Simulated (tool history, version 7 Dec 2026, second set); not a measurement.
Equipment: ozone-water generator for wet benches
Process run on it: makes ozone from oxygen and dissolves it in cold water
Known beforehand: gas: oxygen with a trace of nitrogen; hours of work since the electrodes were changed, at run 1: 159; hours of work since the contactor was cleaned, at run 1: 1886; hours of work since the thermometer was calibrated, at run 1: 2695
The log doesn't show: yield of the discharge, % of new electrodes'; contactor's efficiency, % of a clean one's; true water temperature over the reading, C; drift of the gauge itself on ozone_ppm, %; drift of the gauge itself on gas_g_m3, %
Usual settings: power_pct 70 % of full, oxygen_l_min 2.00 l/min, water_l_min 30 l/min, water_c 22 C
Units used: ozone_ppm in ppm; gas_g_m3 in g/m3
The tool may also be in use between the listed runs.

run	hour	power_pct	oxygen_l_min	water_l_min	water_c	hours of work since the electrodes were changed	hours of work since the contactor was cleaned	hours of work since the thermometer was calibrated	ozone_ppm	gas_g_m3
1	0.0	70	2.00	30	22	159	1886	2695	6.2	183.5
2	111.2	70	2.00	30	22	251	1978	2787	6.2	182.3
3	205.4	70	2.00	30	28	328	2056	2864	5.8	180.7
4	283.7	70	2.00	30	28	393	2120	2929	5.8	180.8
5	441.8	70	2.00	30	28	523	2251	3060	5.9	180.0
6	578.5	70	2.00	30	28	636	2364	3172	5.8	179.2
7	702.1	70	2.00	30	28	738	2466	3274	5.7	175.4
# hour 717.9: contactor cleaned
8	806.6	66	3.30	30	18	821	73	3357	6.6	129.4
# hour 814.5: water thermometer calibrated
9	956.4	66	3.30	24	19	944	196	117	8.0	128.9
10	1088.3	66	1.48	24	14	1053	305	226	6.7	196.0
11	1165.2	66	1.48	24	14	1117	369	289	6.9	193.4
12	1259.0	66	1.55	23	28	1194	446	367	6.4	189.3

Estimate the outcome of run 13 from the log above:
# hour 1270.3: water thermometer calibrated, once more
13	1430.2	66	1.55	23	28	1335	587	132	?	?

Logged for run 13: ozone_ppm 6.8 ppm, gas_g_m3 187.1 g/m3.
With no hidden state in the tool, this same run would have given ozone_ppm 7.3 ppm, gas_g_m3 200.7 g/m3.
